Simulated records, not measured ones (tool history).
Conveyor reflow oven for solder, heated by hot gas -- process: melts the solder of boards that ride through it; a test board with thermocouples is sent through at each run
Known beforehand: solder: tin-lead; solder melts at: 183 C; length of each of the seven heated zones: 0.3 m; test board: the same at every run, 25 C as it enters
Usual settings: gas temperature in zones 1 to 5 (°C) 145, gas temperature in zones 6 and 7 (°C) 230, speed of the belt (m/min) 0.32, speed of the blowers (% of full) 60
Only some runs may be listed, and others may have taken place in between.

run    day  gas temperature in zones 1 to 5 (°C)  gas temperature in zones 6 and 7 (°C)  speed of the belt (m/min)  speed of the blowers (% of full)  highest temperature of the board (°C)  time above the solder's melting point (s)
  1      0                                   145                                    230                       0.32                                60                                  215.1                                       86.1
  2  0.375                                   145                                    230                       0.32                                60                                  215.3                                       86.2
  3  1.104                                   145                                    230                       0.32                                57                                  214.7                                       84.6
  4  1.554                                   145                                    230                       0.32                                57                                  214.8                                       85.2
  5  1.938                                   145                                    230                       0.32                                57                                  214.5                                       85.3
  6  2.408                                   145                                    230                       0.32                                57                                  214.6                                       84.3
  7  3.138                                   145                                    230                      0.353                                60                                  212.5                                       73.4
  8  3.688                                   145                                    230                      0.353                                60                                  211.9                                       73.6
  9  4.292                                   145                                    229                       0.32                                79                                  217.8                                       90.3
 10  4.862                                   145                                    229                       0.32                                79                                  217.4                                       90.8
     5.342  -- flux residue cleaned out of gas plates and filters
 11  5.779                                   138                                    239                      0.354                                87                                  224.8                                       83.1
 12  6.467                                   145                                    240                      0.321                                60                                  224.1                                       93.9
 13  7.088                                   145                                    240                      0.321                                60                                  223.9                                       94.2
 14  7.612                                   145                                    240                       0.32                                62                                  224.6                                       95.3
 15  8.029                                   145                                    240                       0.32                                62                                  224.5                                       94.8

What if the next run were any one of these 4? Each begins from the tool's condition after run 15:
  A  8.383                                   145                                    232                      0.356                                88                                      ?                                          ?
  B  8.383                                   145                                    230                      0.312                                60                                      ?                                          ?
  C  8.383                                   160                                    242                       0.32                                62                                      ?                                          ?
  D  8.383                                   145                                    230                      0.302                                60                                      ?                                          ?

run  highest temperature of the board (°C)  time above the solder's melting point (s)
  A                                  219.1                                       81.9
  B                                  216.1                                       89.5
  C                                  228.5                                      107.8
  D                                  217.3                                         94
Stripped of hidden state, with their random variation kept, the same runs would have yielded:
run  highest temperature of the board (°C)  time above the solder's melting point (s)
  A                                  219.1                                       81.8
  B                                  216.1                                       89.4
  C                                  228.5                                      107.7
  D                                  217.2                                         94
